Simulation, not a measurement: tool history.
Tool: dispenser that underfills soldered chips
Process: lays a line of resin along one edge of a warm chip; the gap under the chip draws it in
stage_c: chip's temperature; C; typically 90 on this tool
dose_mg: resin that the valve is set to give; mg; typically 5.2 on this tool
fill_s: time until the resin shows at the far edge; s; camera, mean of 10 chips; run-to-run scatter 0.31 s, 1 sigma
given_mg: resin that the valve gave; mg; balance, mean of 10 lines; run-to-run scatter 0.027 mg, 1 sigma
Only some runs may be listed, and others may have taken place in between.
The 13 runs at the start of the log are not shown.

run   hour  stage_c  dose_mg  hours of work since the syringe was changed  hours of work since the valve was cleaned  hours of work since the stage was calibrated  fill_s  given_mg
     144.5  -- new syringe of resin
 14  150.3       90      5.2                                            4                                         63                                           140      11      4.92
     154.3  -- new syringe of resin
 15  159.6       90      5.2                                            4                                         69                                           147    10.4      4.85
     164.1  -- new syringe of resin
 16  168.8       90     4.98                                            3                                         75                                           153    10.2      4.61
     173.6  -- dispensing valve cleaned and set on the balance
     174.7  -- new syringe of resin
 17  179.3       93      5.2                                            3                                          4                                           159     8.7      5.18
     184.9  -- new syringe of resin
 18  191.7       93      5.2                                            5                                         12                                           167    10.1      5.15
     194.6  -- new syringe of resin
     204.6  -- new syringe of resin
 19  204.6       81     5.76                                            0                                         20                                           176      10      5.66
 20  212.2       91     4.73                                            5                                         26                                           181    11.5      4.66
     214.9  -- new syringe of resin
     225.2  -- new syringe of resin
 21  227.6      105     5.83                                            2                                         36                                           191     4.9      5.67
     234.8  -- new syringe of resin
 22  241.1       77     5.95                                            4                                         45                                           200    15.7      5.74
       245  -- new syringe of resin
 23  248.1       77     5.95                                            2                                         50                                           205      14      5.68
     254.7  -- new syringe of resin
 24  262.9       81        5                                            6                                         59                                           215    16.6      4.72
     265.2  -- new syringe of resin
 25    274      101     4.57                                            6                                         67                                           222     8.7      4.34
       275  -- new syringe of resin
 26  282.8      101     4.57                                            5                                         73                                           228     8.5      4.26
     285.1  -- new syringe of resin
     291.4  -- dispensing valve cleaned and set on the balance
 27  292.9       92     5.06                                            5                                          1                                           234    10.2      5.06
     296.5  -- new syringe of resin
     306.6  -- new syringe of resin
 28  307.2       81      4.9                                            0                                         10                                           243    10.8      4.85
     316.4  -- new syringe of resin
 29  316.8      103     5.84                                            0                                         17                                           250     4.9      5.72
 30  324.5      103     5.84                                            6                                         22                                           255     7.8      5.74
     327.2  -- new syringe of resin
 31  332.4       89      6.6                                            4                                         27                                           260    10.2      6.39

Below are 3 alternative next runs, each starting from the tool's condition after run 31. Predict each:
     337.1  -- new syringe of resin
  A  345.9       76     5.58                                            6                                         36                                           269       ?         ?
     337.1  -- new syringe of resin
  B  345.9       77     6.68                                            6                                         36                                           269       ?         ?
     337.1  -- new syringe of resin
  C  345.9       89     4.59                                            6                                         36                                           269       ?         ?

run  fill_s  given_mg
  A    19.1      5.35
  B    18.4      6.48
  C    13.9      4.46
Stripped of hidden state, with their random variation kept, the same runs would have yielded:
run  fill_s  given_mg
  A    12.7      5.53
  B    12.4      6.68
  C     9.5       4.6
